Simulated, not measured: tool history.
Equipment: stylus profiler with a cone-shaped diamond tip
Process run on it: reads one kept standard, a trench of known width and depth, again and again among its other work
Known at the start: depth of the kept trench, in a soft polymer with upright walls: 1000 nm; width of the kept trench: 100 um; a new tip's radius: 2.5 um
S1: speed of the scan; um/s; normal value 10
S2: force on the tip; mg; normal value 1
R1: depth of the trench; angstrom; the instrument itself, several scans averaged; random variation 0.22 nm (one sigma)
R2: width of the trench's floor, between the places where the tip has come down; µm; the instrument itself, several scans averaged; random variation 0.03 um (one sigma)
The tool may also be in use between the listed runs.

| run | hour | S1 | S2 | R1 | R2 |
|---|---|---|---|---|---|
| 1 | 0 | 10 | 1 | 10041.4 | 95.88 |
| 2 | 41.4 | 10 | 1 | 10043.1 | 95.88 |
| 3 | 83.8 | 10 | 0.64 | 10034 | 95.88 |
| 4 | 119.1 | 10 | 1 | 10044.1 | 95.91 |
| 5 | 152.9 | 10 | 1 | 10045.9 | 95.87 |
| 6 | 188.9 | 10 | 1 | 10041.8 | 95.92 |
| 7 | 221.2 | 10 | 1 | 10042.8 | 95.88 |
| 8 | 266 | 24 | 1 | 10039.8 | 95.78 |
| 9 | 297.1 | 10 | 1 | 10042.4 | 95.89 |
| 10 | 332.9 | 10 | 1 | 10045.6 | 95.93 |
| 11 | 367.6 | 10 | 1 | 10048.1 | 95.97 |
|  | 388.6 | new tip fitted, height scale calibrated |
| 12 | 398.4 | 10 | 1 | 10046.6 | 95.94 |
| 13 | 447.9 | 10 | 1 | 10044.4 | 95.92 |
| 14 | 488.6 | 10 | 1 | 10045 | 95.94 |
| 15 | 526.7 | 10 | 1.5 | 10055.7 | 95.95 |
| 16 | 560.8 | 10 | 1.5 | 10058 | 95.98 |
| 17 | 590.8 | 10 | 1.5 | 10060.4 | 95.97 |
| 18 | 612.8 | 10 | 1.5 | 10058.4 | 95.97 |
| 19 | 644.3 | 15 | 1.5 | 10057.9 | 95.92 |
| 20 | 672.9 | 10 | 1 | 10042.7 | 95.96 |
| 21 | 704 | 10 | 1 | 10043.4 | 95.94 |
| 22 | 746.5 | 10 | 1 | 10046.3 | 95.95 |
| 23 | 774 | 10 | 0.49 | 10025.5 | 95.91 |
| 24 | 810.8 | 19 | 2.75 | 10085 | 95.92 |
| 25 | 848.4 | 5 | 0.52 | 10024.6 | 95.9 |
| 26 | 890.4 | 10 | 1.31 | 10048.5 | 95.89 |
| 27 | 921.2 | 2 | 0.76 | 10035.9 | 96.01 |
| 28 | 953.1 | 2 | 0.76 | 10038.9 | 96.05 |
| 29 | 981.2 | 14 | 0.35 | 10021.3 | 95.78 |
| 30 | 1002.1 | 25 | 1 | 10049.5 | 95.79 |
| 31 | 1031.5 | 25 | 0.92 | 10042.8 | 95.8 |
| 32 | 1065.7 | 25 | 0.92 | 10045.5 | 95.84 |
| 33 | 1097.5 | 33 | 0.78 | 10039.7 | 95.75 |
| 34 | 1147.1 | 33 | 0.78 | 10036.4 | 95.73 |
| 35 | 1167.2 | 21 | 2.76 | 10088.8 | 95.88 |
| 36 | 1201.2 | 21 | 2.17 | 10073.8 | 95.85 |
| 37 | 1244.6 | 21 | 2.17 | 10071.4 | 95.83 |
| 38 | 1292.6 | 27 | 2.95 | 10089.6 | 95.88 |
| 39 | 1318.5 | 29 | 1.58 | 10060.3 | 95.77 |
| 40 | 1367.5 | 4 | 0.38 | 10025.9 | 95.97 |
| 41 | 1401.5 | 4 | 0.38 | 10025 | 95.92 |
| 42 | 1449.2 | 12 | 1.2 | 10049.1 | 95.92 |
| 43 | 1488.4 | 12 | 1.2 | 10048.5 | 95.89 |
| 44 | 1519.9 | 4 | 1.09 | 10048.2 | 95.96 |
| 45 | 1559.9 | 4 | 1.09 | 10046.3 | 95.95 |
| 46 | 1603.4 | 4 | 1.09 | 10043.5 | 95.96 |

Alternative continuations, all from the tool just after run 46; predict every row:
| A | 1643.1 | 4 | 2.11 | ? | ? |
| B | 1643.1 | 4 | 1.11 | ? | ? |
| C | 1643.1 | 10 | 0.79 | ? | ? |

| run | R1 | R2 |
|---|---|---|
| A | 10070.8 | 95.95 |
| B | 10046.6 | 95.96 |
| C | 10035.9 | 95.92 |
Without the tool's hidden state the same runs would have given:
| run | R1 | R2 |
|---|---|---|
| A | 10070.6 | 95.98 |
| B | 10046.4 | 95.99 |
| C | 10035.7 | 95.94 |
